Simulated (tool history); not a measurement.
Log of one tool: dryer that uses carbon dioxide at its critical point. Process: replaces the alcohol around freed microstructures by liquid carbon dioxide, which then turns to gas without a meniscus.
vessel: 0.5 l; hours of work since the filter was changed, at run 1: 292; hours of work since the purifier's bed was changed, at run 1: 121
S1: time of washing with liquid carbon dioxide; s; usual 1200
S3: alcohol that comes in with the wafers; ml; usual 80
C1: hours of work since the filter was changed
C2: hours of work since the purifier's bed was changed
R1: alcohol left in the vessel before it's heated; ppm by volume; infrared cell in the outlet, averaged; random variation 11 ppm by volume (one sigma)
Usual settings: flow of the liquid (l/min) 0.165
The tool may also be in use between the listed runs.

run 1 hour=0.0 | S1=1200 flow_of_the_liquid_(l/min)=0.165 S3=80 | C1=292 C2=121 | R1=1063
run 2 hour=8.3 | S1=1380 flow_of_the_liquid_(l/min)=0.165 S3=80 | C1=295 C2=124 | R1=501
run 3 hour=16.3 | S1=1200 flow_of_the_liquid_(l/min)=0.165 S3=80 | C1=298 C2=127 | R1=1048
run 4 hour=21.7 | S1=1440 flow_of_the_liquid_(l/min)=0.165 S3=80 | C1=300 C2=129 | R1=405
run 5 hour=31.6 | S1=1200 flow_of_the_liquid_(l/min)=0.165 S3=61 | C1=303 C2=133 | R1=821
run 6 hour=39.7 | S1=1260 flow_of_the_liquid_(l/min)=0.165 S3=80 | C1=306 C2=136 | R1=837
run 7 hour=44.5 | S1=1260 flow_of_the_liquid_(l/min)=0.165 S3=80 | C1=308 C2=138 | R1=864
run 8 hour=48.7 | S1=1260 flow_of_the_liquid_(l/min)=0.165 S3=80 | C1=310 C2=139 | R1=844
run 9 hour=55.3 | S1=1260 flow_of_the_liquid_(l/min)=0.165 S3=80 | C1=312 C2=142 | R1=833
-- hour=65.1 inlet filter changed
run 10 hour=66.1 | S1=1260 flow_of_the_liquid_(l/min)=0.165 S3=80 | C1=0 C2=146 | R1=547
run 11 hour=72.7 | S1=1260 flow_of_the_liquid_(l/min)=0.165 S3=80 | C1=3 C2=148 | R1=549
run 12 hour=82.0 | S1=1200 flow_of_the_liquid_(l/min)=0.165 S3=63 | C1=6 C2=152 | R1=551
run 13 hour=92.2 | S1=1200 flow_of_the_liquid_(l/min)=0.165 S3=63 | C1=10 C2=155 | R1=555
run 14 hour=96.7 | S1=1200 flow_of_the_liquid_(l/min)=0.165 S3=80 | C1=12 C2=157 | R1=687
run 15 hour=101.1 | S1=1200 flow_of_the_liquid_(l/min)=0.165 S3=80 | C1=14 C2=159 | R1=733
run 16 hour=110.4 | S1=1200 flow_of_the_liquid_(l/min)=0.165 S3=80 | C1=17 C2=162 | R1=710
run 17 hour=117.8 | S1=1200 flow_of_the_liquid_(l/min)=0.165 S3=28 | C1=20 C2=165 | R1=266
run 18 hour=121.9 | S1=1200 flow_of_the_liquid_(l/min)=0.196 S3=80 | C1=21 C2=167 | R1=296
run 19 hour=129.7 | S1=1200 flow_of_the_liquid_(l/min)=0.196 S3=80 | C1=24 C2=170 | R1=293
run 20 hour=137.9 | S1=1200 flow_of_the_liquid_(l/min)=0.196 S3=80 | C1=27 C2=173 | R1=285
run 21 hour=144.3 | S1=1200 flow_of_the_liquid_(l/min)=0.165 S3=80 | C1=30 C2=175 | R1=722
run 22 hour=148.4 | S1=1200 flow_of_the_liquid_(l/min)=0.157 S3=80 | C1=31 C2=177 | R1=935
run 23 hour=153.9 | S1=1200 flow_of_the_liquid_(l/min)=0.157 S3=80 | C1=33 C2=179 | R1=927
run 24 hour=160.3 | S1=1320 flow_of_the_liquid_(l/min)=0.270 S3=53 | C1=36 C2=181 | R1=43
run 25 hour=170.6 | S1=1320 flow_of_the_liquid_(l/min)=0.270 S3=52 | C1=40 C2=185 | R1=47
run 26 hour=179.9 | S1=1200 flow_of_the_liquid_(l/min)=0.229 S3=31 | C1=43 C2=188 | R1=79
run 27 hour=184.8 | S1=1500 flow_of_the_liquid_(l/min)=0.254 S3=76 | C1=45 C2=190 | R1=43
run 28 hour=190.1 | S1=960 flow_of_the_liquid_(l/min)=0.266 S3=80 | C1=47 C2=192 | R1=204

The next listed run, before its measurement:
run 29 hour=198.3 | S1=1140 flow_of_the_liquid_(l/min)=0.218 S3=80 | C1=50 C2=195 | R1=?

R1: 224 ppm by volume
Without the tool's hidden state the same run would have given R1 173 ppm by volume.

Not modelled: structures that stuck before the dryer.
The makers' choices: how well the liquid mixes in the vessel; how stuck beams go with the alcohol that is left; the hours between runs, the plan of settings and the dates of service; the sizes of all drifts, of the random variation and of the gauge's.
